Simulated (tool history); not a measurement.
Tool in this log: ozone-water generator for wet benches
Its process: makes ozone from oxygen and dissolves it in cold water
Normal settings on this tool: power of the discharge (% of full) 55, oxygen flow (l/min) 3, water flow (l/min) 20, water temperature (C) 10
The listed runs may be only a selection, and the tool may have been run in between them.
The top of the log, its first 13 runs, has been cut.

run	hour	power of the discharge (% of full)	oxygen flow (l/min)	water flow (l/min)	water temperature (C)	hours of work since the electrodes were changed	hours of work since the contactor was cleaned	hours of work since the thermometer was calibrated	dissolved ozone (ppm)	ozone in the gas ahead of the water (g/m3)
14	502.6	95	3	20	10	665	4868	715	28.7	315.4
15	552.9	55	3	13	10	696	4899	746	29.3	213.5
16	604.3	55	3	20	10	728	4930	778	20.1	213.6
17	631.3	56	3	14	14	744	4947	794	26.4	214
18	682.1	56	3	14	14	776	4978	826	26.7	217.3
19	733.5	71	3.01	12	10	807	5010	857	37.8	256.3
20	774.5	71	3.01	12	10	833	5035	883	37.1	254.8
21	819.1	91	3.7	12	7	860	5063	910	48.6	287.8
22	861.7	48	1.9	22	10	886	5089	936	13.3	224.7
23	908.3	61	2.14	20	10	915	5118	965	18.4	255
24	932.9	61	2.14	20	10	930	5133	980	18.5	254.7
25	971.9	65	2.14	20	10	954	5157	1005	19	265.6
26	1021.8	73	2.71	23	9	985	5188	1035	20.4	270.4
27	1052.6	90	2.54	20	10	1004	5207	1054	26	321.8
28	1100.8	90	2.54	20	10	1034	5237	1084	25.9	315.4
29	1141.4	90	2.54	20	10	1059	5262	1109	26.4	318.6
30	1167.2	90	2.25	20	10	1075	5278	1125	24.7	331.8
31	1204.6	90	2.25	31	9	1098	5301	1148	15.2	330.7
32	1228.9	59	3.7	31	11	1113	5316	1163	14.5	208.8

What if the next run were any one of these 4? Each begins from the tool's condition after run 32:
A	1274	54	1.65	20	7	1141	5344	1191	?	?
B	1274	66	3	28	6	1141	5344	1191	?	?
C	1274	55	2.46	18	10	1141	5344	1191	?	?
D	1274	83	2.98	31	12	1141	5344	1191	?	?

run	dissolved ozone (ppm)	ozone in the gas ahead of the water (g/m3)
A	15.3	255.5
B	16.4	242.6
C	20.2	228.6
D	16.4	286.5
The same runs, with their run-to-run variation unchanged, on a tool lacking any hidden condition would have given:
run	dissolved ozone (ppm)	ozone in the gas ahead of the water (g/m3)
A	15.3	255.6
B	16.4	242.6
C	20.2	228.6
D	16.4	286.5
